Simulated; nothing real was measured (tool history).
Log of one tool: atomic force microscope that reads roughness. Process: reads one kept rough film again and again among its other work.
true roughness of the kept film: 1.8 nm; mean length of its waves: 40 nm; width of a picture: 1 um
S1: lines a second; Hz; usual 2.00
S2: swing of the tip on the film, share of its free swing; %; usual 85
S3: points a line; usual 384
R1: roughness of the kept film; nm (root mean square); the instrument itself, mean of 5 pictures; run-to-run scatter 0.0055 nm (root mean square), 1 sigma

{"run": 1, "hour": 0.0, "S1": 2.0, "S2": 85, "S3": 384, "R1": 1.424}
{"run": 2, "hour": 61.1, "S1": 2.0, "S2": 85, "S3": 384, "R1": 1.421}
{"run": 3, "hour": 108.1, "S1": 2.0, "S2": 82, "S3": 384, "R1": 1.453}
{"hour": 137.1, "done": "new tip fitted"}
{"run": 4, "hour": 156.5, "S1": 2.0, "S2": 85, "S3": 384, "R1": 1.427}
{"run": 5, "hour": 207.5, "S1": 2.0, "S2": 85, "S3": 384, "R1": 1.424}
{"run": 6, "hour": 258.5, "S1": 2.0, "S2": 85, "S3": 384, "R1": 1.417}
{"run": 7, "hour": 297.8, "S1": 2.0, "S2": 85, "S3": 384, "R1": 1.425}
{"hour": 328.1, "done": "new tip fitted"}
{"run": 8, "hour": 334.9, "S1": 2.0, "S2": 85, "S3": 384, "R1": 1.431}
{"run": 9, "hour": 364.6, "S1": 2.0, "S2": 85, "S3": 384, "R1": 1.416}
{"run": 10, "hour": 411.4, "S1": 2.0, "S2": 85, "S3": 384, "R1": 1.426}
{"run": 11, "hour": 468.0, "S1": 2.0, "S2": 59, "S3": 384, "R1": 1.641}
{"run": 12, "hour": 512.3, "S1": 2.0, "S2": 59, "S3": 384, "R1": 1.627}
{"hour": 518.1, "done": "new tip fitted"}
{"run": 13, "hour": 548.7, "S1": 2.0, "S2": 81, "S3": 384, "R1": 1.465}
{"run": 14, "hour": 588.6, "S1": 2.0, "S2": 81, "S3": 384, "R1": 1.474}
{"run": 15, "hour": 650.5, "S1": 2.0, "S2": 85, "S3": 384, "R1": 1.424}
{"run": 16, "hour": 695.9, "S1": 2.0, "S2": 85, "S3": 384, "R1": 1.442}
{"hour": 707.9, "done": "new tip fitted"}
{"run": 17, "hour": 758.4, "S1": 2.0, "S2": 85, "S3": 384, "R1": 1.432}
{"run": 18, "hour": 808.5, "S1": 2.0, "S2": 85, "S3": 384, "R1": 1.421}
{"run": 19, "hour": 840.3, "S1": 2.0, "S2": 85, "S3": 384, "R1": 1.43}
{"run": 20, "hour": 883.9, "S1": 0.7, "S2": 85, "S3": 384, "R1": 1.592}
{"hour": 899.7, "done": "new tip fitted"}
{"run": 21, "hour": 930.2, "S1": 0.7, "S2": 85, "S3": 384, "R1": 1.61}
{"run": 22, "hour": 960.0, "S1": 0.7, "S2": 85, "S3": 384, "R1": 1.615}
{"run": 23, "hour": 1004.7, "S1": 0.7, "S2": 85, "S3": 384, "R1": 1.599}
{"run": 24, "hour": 1044.6, "S1": 2.0, "S2": 85, "S3": 750, "R1": 1.423}
{"hour": 1091.3, "done": "new tip fitted"}
{"run": 25, "hour": 1107.8, "S1": 2.0, "S2": 85, "S3": 750, "R1": 1.422}
{"run": 26, "hour": 1147.4, "S1": 1.48, "S2": 67, "S3": 383, "R1": 1.612}
{"run": 27, "hour": 1175.4, "S1": 1.48, "S2": 67, "S3": 383, "R1": 1.622}
{"run": 28, "hour": 1223.8, "S1": 2.15, "S2": 85, "S3": 443, "R1": 1.409}
{"run": 29, "hour": 1256.6, "S1": 2.15, "S2": 76, "S3": 261, "R1": 1.504}
{"hour": 1280.7, "done": "new tip fitted"}
{"run": 30, "hour": 1285.6, "S1": 2.0, "S2": 67, "S3": 596, "R1": 1.599}
{"run": 31, "hour": 1323.8, "S1": 2.0, "S2": 67, "S3": 596, "R1": 1.598}
{"run": 32, "hour": 1386.7, "S1": 2.52, "S2": 83, "S3": 384, "R1": 1.398}
{"run": 33, "hour": 1426.5, "S1": 2.52, "S2": 83, "S3": 384, "R1": 1.389}
{"hour": 1470.4, "done": "new tip fitted"}
{"run": 34, "hour": 1472.0, "S1": 2.42, "S2": 60, "S3": 384, "R1": 1.62}
{"run": 35, "hour": 1503.7, "S1": 2.42, "S2": 60, "S3": 384, "R1": 1.616}
{"run": 36, "hour": 1538.1, "S1": 2.15, "S2": 83, "S3": 384, "R1": 1.435}
{"run": 37, "hour": 1596.5, "S1": 1.0, "S2": 72, "S3": 333, "R1": 1.63}
{"run": 38, "hour": 1636.7, "S1": 2.0, "S2": 85, "S3": 885, "R1": 1.435}
{"hour": 1660.1, "done": "new tip fitted"}
{"run": 39, "hour": 1672.4, "S1": 3.66, "S2": 64, "S3": 638, "R1": 1.54}
{"run": 40, "hour": 1702.5, "S1": 1.3, "S2": 85, "S3": 384, "R1": 1.509}
{"run": 41, "hour": 1739.8, "S1": 1.75, "S2": 59, "S3": 846, "R1": 1.647}
{"run": 42, "hour": 1792.0, "S1": 0.69, "S2": 58, "S3": 411, "R1": 1.683}
{"run": 43, "hour": 1834.3, "S1": 3.49, "S2": 58, "S3": 310, "R1": 1.592}
{"hour": 1849.0, "done": "new tip fitted"}
{"run": 44, "hour": 1880.2, "S1": 0.69, "S2": 85, "S3": 511, "R1": 1.606}
{"run": 45, "hour": 1915.1, "S1": 0.69, "S2": 85, "S3": 511, "R1": 1.598}
{"run": 46, "hour": 1951.8, "S1": 0.69, "S2": 85, "S3": 511, "R1": 1.606}
{"run": 47, "hour": 2011.1, "S1": 1.78, "S2": 85, "S3": 511, "R1": 1.452}
{"hour": 2038.6, "done": "new tip fitted"}
{"run": 48, "hour": 2038.6, "S1": 0.96, "S2": 84, "S3": 670, "R1": 1.577}
{"run": 49, "hour": 2100.9, "S1": 0.6, "S2": 63, "S3": 376, "R1": 1.667}

5 options for the next run, each taken on its own from the tool as it stands now. Forecast them:
{"run": "A", "hour": 2137.0, "S1": 3.18, "S2": 89, "S3": 384, "R1": "?"}
{"run": "B", "hour": 2137.0, "S1": 3.01, "S2": 59, "S3": 258, "R1": "?"}
{"run": "C", "hour": 2137.0, "S1": 2.0, "S2": 85, "S3": 611, "R1": "?"}
{"run": "D", "hour": 2137.0, "S1": 1.17, "S2": 85, "S3": 384, "R1": "?"}
{"run": "E", "hour": 2137.0, "S1": 0.6, "S2": 67, "S3": 404, "R1": "?"}

run=A R1=1.239
run=B R1=1.583
run=C R1=1.431
run=D R1=1.538
run=E R1=1.684
What these runs would have given with no unlogged condition in the tool:
run=A R1=1.241
run=B R1=1.585
run=C R1=1.433
run=D R1=1.540
run=E R1=1.686
